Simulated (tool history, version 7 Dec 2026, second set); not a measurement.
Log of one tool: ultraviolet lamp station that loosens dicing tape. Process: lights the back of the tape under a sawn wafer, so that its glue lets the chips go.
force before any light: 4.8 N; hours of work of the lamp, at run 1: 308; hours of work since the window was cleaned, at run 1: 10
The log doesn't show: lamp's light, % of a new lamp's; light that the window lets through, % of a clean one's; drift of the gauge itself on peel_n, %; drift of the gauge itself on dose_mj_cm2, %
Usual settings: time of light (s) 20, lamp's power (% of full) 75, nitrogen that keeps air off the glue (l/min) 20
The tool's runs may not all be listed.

| run | hour | time of light (s) | lamp's power (% of full) | nitrogen that keeps air off the glue (l/min) | hours of work of the lamp | hours of work since the window was cleaned | force that peels the tape off (N) | light that reached the tape (mJ/cm²) |
|---|---|---|---|---|---|---|---|---|
| 1 | 0 | 20 | 75 | 20 | 308 | 10 | 0.7 | 182 |
| 2 | 72.3 | 20 | 75 | 20 | 353 | 55 | 0.738 | 170 |
| 3 | 126.9 | 20 | 75 | 15 | 387 | 89 | 0.889 | 164 |
| 4 | 199.2 | 20 | 75 | 15 | 432 | 134 | 0.99 | 158 |
| 5 | 292.2 | 20 | 75 | 15 | 491 | 193 | 1.068 | 145 |
| 6 | 349.5 | 20 | 75 | 20 | 526 | 228 | 0.975 | 134 |
| 7 | 410.3 | 20 | 75 | 27 | 564 | 266 | 0.902 | 135 |
|  | 444.1 | window cleaned of glue's vapour |
| 8 | 476 | 20 | 75 | 27 | 605 | 20 | 0.827 | 136 |
|  | 515.3 | lamp changed |
| 9 | 531.9 | 20 | 75 | 27 | 10 | 54 | 0.441 | 213 |
| 10 | 629.9 | 20 | 75 | 20 | 72 | 116 | 0.568 | 205 |
| 11 | 700.5 | 20 | 75 | 20 | 116 | 160 | 0.592 | 194 |
| 12 | 742.5 | 20 | 75 | 20 | 142 | 186 | 0.603 | 190 |
| 13 | 790.6 | 20 | 75 | 36 | 172 | 216 | 0.497 | 184 |
| 14 | 847.7 | 14 | 88 | 6 | 208 | 252 | 1.656 | 149 |
|  | 902.8 | window cleaned of glue's vapour |
| 15 | 934.9 | 30 | 75 | 29 | 262 | 20 | 0.29 | 269 |
| 16 | 1030.6 | 30 | 75 | 29 | 322 | 80 | 0.327 | 256 |
| 17 | 1077.1 | 21 | 75 | 7 | 351 | 109 | 1.289 | 177 |
| 18 | 1124.8 | 21 | 75 | 7 | 381 | 139 | 1.284 | 165 |
| 19 | 1185.1 | 11 | 75 | 8 | 419 | 177 | 2.362 | 84 |
| 20 | 1231.7 | 11 | 79 | 9 | 448 | 206 | 2.243 | 86 |
| 21 | 1319.9 | 11 | 79 | 9 | 503 | 261 | 2.376 | 79 |
|  | 1362.4 | window cleaned of glue's vapour |
| 22 | 1370.6 | 18 | 81 | 20 | 535 | 5 | 0.943 | 144 |
| 23 | 1467.7 | 12 | 62 | 20 | 596 | 66 | 2.101 | 71 |
|  | 1523.5 | lamp changed |
| 24 | 1559 | 12 | 62 | 20 | 22 | 122 | 1.457 | 103 |

Forecast each of these 4 alternatives for the next run:
| A | 1621.5 | 20 | 99 | 25 | 61 | 162 | ? | ? |
| B | 1621.5 | 32 | 75 | 20 | 61 | 162 | ? | ? |
| C | 1621.5 | 10 | 83 | 20 | 61 | 162 | ? | ? |
| D | 1621.5 | 12 | 61 | 20 | 61 | 162 | ? | ? |

| run | force that peels the tape off (N) | light that reached the tape (mJ/cm²) |
|---|---|---|
| A | 0.318 | 265 |
| B | 0.311 | 326 |
| C | 1.329 | 110 |
| D | 1.508 | 97 |
Without the tool's hidden state the same runs would have given:
| run | force that peels the tape off (N) | light that reached the tape (mJ/cm²) |
|---|---|---|
| A | 0.282 | 292 |
| B | 0.284 | 359 |
| C | 1.179 | 121 |
| D | 1.352 | 107 |
